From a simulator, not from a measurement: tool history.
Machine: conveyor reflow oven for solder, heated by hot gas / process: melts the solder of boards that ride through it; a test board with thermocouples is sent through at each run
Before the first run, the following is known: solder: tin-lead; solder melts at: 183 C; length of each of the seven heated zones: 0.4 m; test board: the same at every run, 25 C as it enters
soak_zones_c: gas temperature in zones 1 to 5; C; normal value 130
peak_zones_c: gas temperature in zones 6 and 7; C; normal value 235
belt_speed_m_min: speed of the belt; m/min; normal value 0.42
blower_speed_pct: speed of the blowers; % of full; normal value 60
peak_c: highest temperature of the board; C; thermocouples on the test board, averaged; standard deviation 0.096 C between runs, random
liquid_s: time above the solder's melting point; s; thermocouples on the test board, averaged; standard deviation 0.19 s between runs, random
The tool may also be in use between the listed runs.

Run 1, hour 0: usual settings. Result: peak_c 217.23 C, liquid_s 81.4 s.
Run 2, hour 41.2: usual settings. Result: peak_c 217.13 C, liquid_s 81.4 s.
Run 3, hour 81.6: usual settings but soak_zones_c 131 C. Result: peak_c 217.16 C, liquid_s 82.1 s.
Run 4, hour 98.8: usual settings but soak_zones_c 131 C. Result: peak_c 217.3 C, liquid_s 81.9 s.
Run 5, hour 133.3: usual settings but soak_zones_c 131 C. Result: peak_c 217.28 C, liquid_s 82 s.
Run 6, hour 155.6: usual settings but soak_zones_c 131 C. Result: peak_c 217.18 C, liquid_s 82 s.
Run 7, hour 189.3: usual settings. Result: peak_c 217.22 C, liquid_s 81.5 s.
Run 8, hour 209.6: usual settings. Result: peak_c 217 C, liquid_s 81.1 s.
Run 9, hour 236.6: usual settings. Result: peak_c 217 C, liquid_s 81.3 s.
Run 10, hour 253.8: usual settings. Result: peak_c 217.06 C, liquid_s 81.2 s.
Run 11, hour 286.7: usual settings. Result: peak_c 217.22 C, liquid_s 81.5 s.
Run 12, hour 314.9: usual settings. Result: peak_c 216.97 C, liquid_s 81.4 s.
Run 13, hour 333.8: usual settings. Result: peak_c 216.95 C, liquid_s 81.5 s.
Run 14, hour 351.5: usual settings. Result: peak_c 217.17 C, liquid_s 81.6 s.
Run 15, hour 370.2: usual settings. Result: peak_c 217.02 C, liquid_s 81.4 s.
Run 16, hour 405.9: usual settings. Result: peak_c 216.86 C, liquid_s 81.2 s.
Run 17, hour 444.7: usual settings but soak_zones_c 143 C. Result: peak_c 219.42 C, liquid_s 91.3 s.
Run 18, hour 477.4: usual settings but soak_zones_c 143 C. Result: peak_c 219.36 C, liquid_s 91 s.
At hour 488.9: flux residue cleaned out of gas plates and filters.
Run 19, hour 499.2: usual settings but soak_zones_c 143 C. Result: peak_c 220.3 C, liquid_s 91.8 s.
Run 20, hour 540.7: usual settings but soak_zones_c 120 C, belt_speed_m_min 0.402 m/min, blower_speed_pct 72 % of full. Result: peak_c 221.43 C, liquid_s 87.7 s.
Run 21, hour 562.6: usual settings but belt_speed_m_min 0.493 m/min. Result: peak_c 211.78 C, liquid_s 62.3 s.
Run 22, hour 592: usual settings but soak_zones_c 135 C, peak_zones_c 239 C, belt_speed_m_min 0.468 m/min, blower_speed_pct 68 % of full. Result: peak_c 220.97 C, liquid_s 79.6 s.
Run 23, hour 615.1: usual settings but soak_zones_c 135 C, peak_zones_c 239 C, belt_speed_m_min 0.468 m/min, blower_speed_pct 68 % of full. Result: peak_c 221.21 C, liquid_s 79.8 s.
Run 24, hour 637: usual settings but soak_zones_c 135 C, peak_zones_c 239 C, belt_speed_m_min 0.468 m/min, blower_speed_pct 68 % of full. Result: peak_c 221.05 C, liquid_s 79.3 s.
Run 25, hour 658.1: usual settings but soak_zones_c 133 C, peak_zones_c 248 C, belt_speed_m_min 0.406 m/min, blower_speed_pct 72 % of full. Result: peak_c 234.76 C, liquid_s 104 s.
Run 26, hour 694.4: usual settings but soak_zones_c 138 C, peak_zones_c 248 C, belt_speed_m_min 0.406 m/min, blower_speed_pct 72 % of full. Result: peak_c 235.45 C, liquid_s 106.8 s.
Run 27, hour 719.6: usual settings but soak_zones_c 138 C, peak_zones_c 248 C, belt_speed_m_min 0.406 m/min, blower_speed_pct 72 % of full. Result: peak_c 235.24 C, liquid_s 107.2 s.
Run 28, hour 736.7: usual settings but soak_zones_c 136 C, peak_zones_c 237 C, blower_speed_pct 61 % of full. Result: peak_c 220.94 C, liquid_s 89.4 s.
Run 29, hour 760.4: usual settings but soak_zones_c 136 C, peak_zones_c 247 C, belt_speed_m_min 0.495 m/min, blower_speed_pct 61 % of full. Result: peak_c 223.3 C, liquid_s 76.9 s.
Run 30, hour 795.1: usual settings but soak_zones_c 116 C, peak_zones_c 231 C, blower_speed_pct 87 % of full. Result: peak_c 219.68 C, liquid_s 81.7 s.
Run 31, hour 827.9: usual settings but soak_zones_c 116 C, peak_zones_c 231 C, blower_speed_pct 87 % of full. Result: peak_c 219.57 C, liquid_s 81.6 s.
Run 32, hour 846.1: usual settings but soak_zones_c 116 C, peak_zones_c 231 C, blower_speed_pct 87 % of full. Result: peak_c 219.58 C, liquid_s 81.5 s.

Pick out some run-to-run changes in peak_c. Of each, how much would a tool without hidden state show as well, from the settings, what came in and chance, and how much is left for the hidden state and any gauge scatter not in both results compared?
Hidden state present: heat that the gas passes to the board, % of a clean oven's; belt's true speed, % of the reading; true gas temperature in zones 6 and 7 over the reading, C; drift of the gauge itself on peak_c, C; drift of the gauge itself on liquid_s, %.
Run 18 -> 19: flux residue cleaned out of gas plates and filters. peak_c +0.94 C: hidden state +0.7, all else +0.24.
Run 20 -> 21: soak_zones_c 120 -> 130, belt_speed_m_min 0.402 -> 0.493, blower_speed_pct 72 -> 60. peak_c -9.65 C: hidden state -0.07, all else -9.58.
Run 24 -> 25: soak_zones_c 135 -> 133, peak_zones_c 239 -> 248, belt_speed_m_min 0.468 -> 0.406, blower_speed_pct 68 -> 72. peak_c +13.71 C: hidden state +0.06, all else +13.65.
Run 27 -> 28: soak_zones_c 138 -> 136, peak_zones_c 248 -> 237, belt_speed_m_min 0.406 -> 0.42, blower_speed_pct 72 -> 61. peak_c -14.3 C: hidden state -0.01, all else -14.29.
Run 28 -> 29: peak_zones_c 237 -> 247, belt_speed_m_min 0.42 -> 0.495. peak_c +2.36 C: hidden state -0.09, all else +2.45.
